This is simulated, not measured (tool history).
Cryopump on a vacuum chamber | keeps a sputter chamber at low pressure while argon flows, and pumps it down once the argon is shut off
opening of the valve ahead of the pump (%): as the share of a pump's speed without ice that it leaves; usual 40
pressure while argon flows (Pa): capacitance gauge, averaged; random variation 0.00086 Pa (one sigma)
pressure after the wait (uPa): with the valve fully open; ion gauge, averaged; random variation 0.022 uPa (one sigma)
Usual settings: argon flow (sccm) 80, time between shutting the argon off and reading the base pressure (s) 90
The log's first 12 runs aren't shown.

run,hour,argon flow (sccm),time between shutting the argon off and reading the base pressure (s),opening of the valve ahead of the pump (%),pressure while argon flows (Pa),pressure after the wait (uPa)
13,250.3,80,90,40,0.1772,0.95
14,266.9,80,90,40,0.1761,0.96
15,284.4,80,90,40,0.1759,1.03
16,297.6,80,90,40,0.1755,0.9
17,309.1,80,90,40,0.1774,0.96
18,332.4,35,29,40,0.0774,1.8
19,345.1,80,38,48,0.1481,1.58
20,364.2,43,38,39,0.0983,1.51
21,375.5,157,88,50,0.2826,1.05
22,388.3,122,239,50,0.2187,0.78
23,414.6,66,83,58,0.1024,1.09
24,441.7,39,179,19,0.18,0.82
25,464.2,39,179,19,0.1804,0.88
26,479.5,39,179,31,0.1109,0.89
27,499.3,39,179,31,0.112,0.91
28,526.1,39,32,31,0.1122,1.79
29,546.6,80,106,18,0.3952,1.03
30,562.6,109,90,40,0.2475,1.12
31,584.1,53,273,32,0.1506,0.88
32,607.4,38,81,19,0.1781,1.25
33,626.2,38,189,19,0.1789,0.96
34,645.3,60,189,19,0.2779,0.98

4 ways to go on from here, each from the tool as it stands after run 34. What would each give?
A,665.7,80,27,40,?,?
B,665.7,61,61,46,?,?
C,665.7,60,33,15,?,?
D,665.7,66,241,24,?,?

run,pressure while argon flows (Pa),pressure after the wait (uPa)
A,0.1833,2.02
B,0.1221,1.36
C,0.3542,1.85
D,0.2471,0.9
Without the tool's hidden state the same runs would have given:
run,pressure while argon flows (Pa),pressure after the wait (uPa)
A,0.1739,1.4
B,0.115,0.72
C,0.3471,1.21
D,0.2394,0.27
